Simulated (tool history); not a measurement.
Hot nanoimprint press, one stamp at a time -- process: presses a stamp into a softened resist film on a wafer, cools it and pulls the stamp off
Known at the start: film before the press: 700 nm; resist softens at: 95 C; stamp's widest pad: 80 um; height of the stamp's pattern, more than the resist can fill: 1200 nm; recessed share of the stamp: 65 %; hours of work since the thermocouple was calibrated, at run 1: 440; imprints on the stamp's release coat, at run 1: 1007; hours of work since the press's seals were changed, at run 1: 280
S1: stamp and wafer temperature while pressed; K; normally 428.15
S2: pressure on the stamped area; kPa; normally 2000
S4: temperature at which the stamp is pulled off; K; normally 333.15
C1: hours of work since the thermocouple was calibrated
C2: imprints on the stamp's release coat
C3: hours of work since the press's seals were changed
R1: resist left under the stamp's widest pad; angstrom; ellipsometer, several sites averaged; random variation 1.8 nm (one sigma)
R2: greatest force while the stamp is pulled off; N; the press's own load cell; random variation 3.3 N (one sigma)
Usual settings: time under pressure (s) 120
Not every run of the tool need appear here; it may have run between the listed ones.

{"run": 1, "hour": 0.0, "S1": 428.15, "S2": 2000, "time under pressure (s)": 120, "S4": 333.15, "C1": 440, "C2": 1007, "C3": 280, "R1": 3256, "R2": 208}
{"run": 2, "hour": 11.6, "S1": 428.15, "S2": 2000, "time under pressure (s)": 120, "S4": 336.15, "C1": 449, "C2": 1043, "C3": 289, "R1": 3229, "R2": 200}
{"run": 3, "hour": 23.0, "S1": 428.15, "S2": 2000, "time under pressure (s)": 120, "S4": 333.15, "C1": 457, "C2": 1077, "C3": 297, "R1": 3255, "R2": 213}
{"run": 4, "hour": 36.3, "S1": 428.15, "S2": 2000, "time under pressure (s)": 120, "S4": 333.15, "C1": 467, "C2": 1118, "C3": 307, "R1": 3298, "R2": 217}
{"run": 5, "hour": 46.7, "S1": 427.15, "S2": 2000, "time under pressure (s)": 120, "S4": 333.15, "C1": 475, "C2": 1150, "C3": 315, "R1": 3503, "R2": 217}
{"run": 6, "hour": 63.8, "S1": 428.15, "S2": 2000, "time under pressure (s)": 141, "S4": 333.15, "C1": 488, "C2": 1202, "C3": 328, "R1": 3103, "R2": 217}
{"run": 7, "hour": 79.3, "S1": 428.15, "S2": 2000, "time under pressure (s)": 141, "S4": 333.15, "C1": 499, "C2": 1249, "C3": 339, "R1": 3065, "R2": 227}
{"run": 8, "hour": 95.2, "S1": 428.15, "S2": 2000, "time under pressure (s)": 141, "S4": 333.15, "C1": 511, "C2": 1298, "C3": 351, "R1": 3118, "R2": 224}
{"run": 9, "hour": 108.5, "S1": 428.15, "S2": 2000, "time under pressure (s)": 120, "S4": 333.15, "C1": 521, "C2": 1339, "C3": 361, "R1": 3299, "R2": 224}
{"run": 10, "hour": 127.4, "S1": 428.15, "S2": 2000, "time under pressure (s)": 120, "S4": 333.15, "C1": 535, "C2": 1396, "C3": 375, "R1": 3269, "R2": 234}
{"run": 11, "hour": 138.5, "S1": 440.15, "S2": 2000, "time under pressure (s)": 173, "S4": 333.15, "C1": 544, "C2": 1430, "C3": 384, "R1": 1252, "R2": 233}
{"run": 12, "hour": 150.5, "S1": 439.15, "S2": 2000, "time under pressure (s)": 173, "S4": 337.15, "C1": 552, "C2": 1467, "C3": 392, "R1": 1322, "R2": 206}
{"hour": 159.0, "done": "plate thermocouple calibrated"}
{"hour": 166.1, "done": "stamp cleaned and given a new release coat"}
{"run": 13, "hour": 176.5, "S1": 428.15, "S2": 2140, "time under pressure (s)": 84, "S4": 333.15, "C1": 9, "C2": 32, "C3": 405, "R1": 3283, "R2": 160}
{"run": 14, "hour": 189.0, "S1": 439.15, "S2": 1200, "time under pressure (s)": 64, "S4": 333.15, "C1": 18, "C2": 70, "C3": 415, "R1": 2421, "R2": 157}
{"run": 15, "hour": 207.1, "S1": 439.15, "S2": 1200, "time under pressure (s)": 64, "S4": 333.15, "C1": 32, "C2": 125, "C3": 428, "R1": 2418, "R2": 157}
{"run": 16, "hour": 224.1, "S1": 425.15, "S2": 1200, "time under pressure (s)": 64, "S4": 327.15, "C1": 44, "C2": 177, "C3": 441, "R1": 5155, "R2": 195}
{"run": 17, "hour": 235.6, "S1": 439.15, "S2": 2000, "time under pressure (s)": 120, "S4": 319.15, "C1": 53, "C2": 212, "C3": 449, "R1": 1441, "R2": 222}

For some of the steps in R1 from one run to the next: how much would appear even if the tool had no hidden state, given the settings, what came in and random variation, and how much remains for the hidden state plus any gauge scatter that the measured result and the result without hidden state don't share?
Unlogged tool condition in this case: true temperature over the reading, C; pressure that arrives at the usual setting, %; grip of the stamp's worn release coat, % over a new coat's; drift of the gauge itself on residual_nm, %; drift of the gauge itself on pull_off_n, %.
Run 10 -> 11: S1 428.15 -> 440.15, time under pressure (s) 120 -> 173. R1 -2017 angstrom: hidden state -225, all else -1792.
Run 16 -> 17: S1 425.15 -> 439.15, S2 1200 -> 2000, time under pressure (s) 64 -> 120, S4 327.15 -> 319.15. R1 -3714 angstrom: hidden state -12, all else -3702.
